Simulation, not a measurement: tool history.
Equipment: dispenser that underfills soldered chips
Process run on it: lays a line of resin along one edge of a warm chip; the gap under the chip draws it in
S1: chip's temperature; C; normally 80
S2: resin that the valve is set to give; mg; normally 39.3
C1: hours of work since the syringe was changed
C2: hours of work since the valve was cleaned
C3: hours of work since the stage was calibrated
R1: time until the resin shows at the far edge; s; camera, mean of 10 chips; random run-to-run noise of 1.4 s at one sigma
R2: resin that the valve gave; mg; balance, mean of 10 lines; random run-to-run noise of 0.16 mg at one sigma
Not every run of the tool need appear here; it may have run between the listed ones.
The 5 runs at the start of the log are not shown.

run   hour  S1    S2  C1  C2   C3     R1     R2
  6   27.8  80  42.8   7  16  206  178.0  42.11
      33.8  -- new syringe of resin
  7   33.8  80  42.8   0  20  210  133.1  42.32
  8   38.6  80  42.8   3  23  213  155.6  41.99
  9   43.6  80  42.8   7  27  216  178.2  41.90
 10   48.7  80  42.8  10  30  220  207.9  41.98
      49.8  -- new syringe of resin
 11   53.5  80  42.8   3  33  223  146.7  41.84
 12   57.6  80  42.8   5  36  226  168.1  41.97
 13   63.3  80  42.4   9  40  230  197.9  41.34
      65.7  -- new syringe of resin
 14   71.0  80  42.4   4  45  235  159.0  40.89
 15   76.8  80  42.4   8  49  239  188.4  41.04
      81.8  -- new syringe of resin
 16   82.1  80  37.2   0  53  243  138.2  35.83
      83.4  -- dispensing valve cleaned and set on the balance
 17   90.4  80  37.2   5   5  248  166.9  37.31
 18   96.3  80  37.2   9   9  252  201.3  36.89
      99.0  -- new syringe of resin
 19  103.3  78  39.1   3  14  256  159.6  38.95
 20  108.8  68  33.9   7  17  260  258.1  33.34

Estimate the outcome of run 21 from the log above:
     115.2  -- new syringe of resin
 21  115.8  80  46.9   0  22  265   ?   ?

Logged for run 21: R1 134.0 s, R2 46.18 mg.
If the tool had no hidden condition, the same run with the same run-to-run variation would have returned R1 138.2 s, R2 46.82 mg.
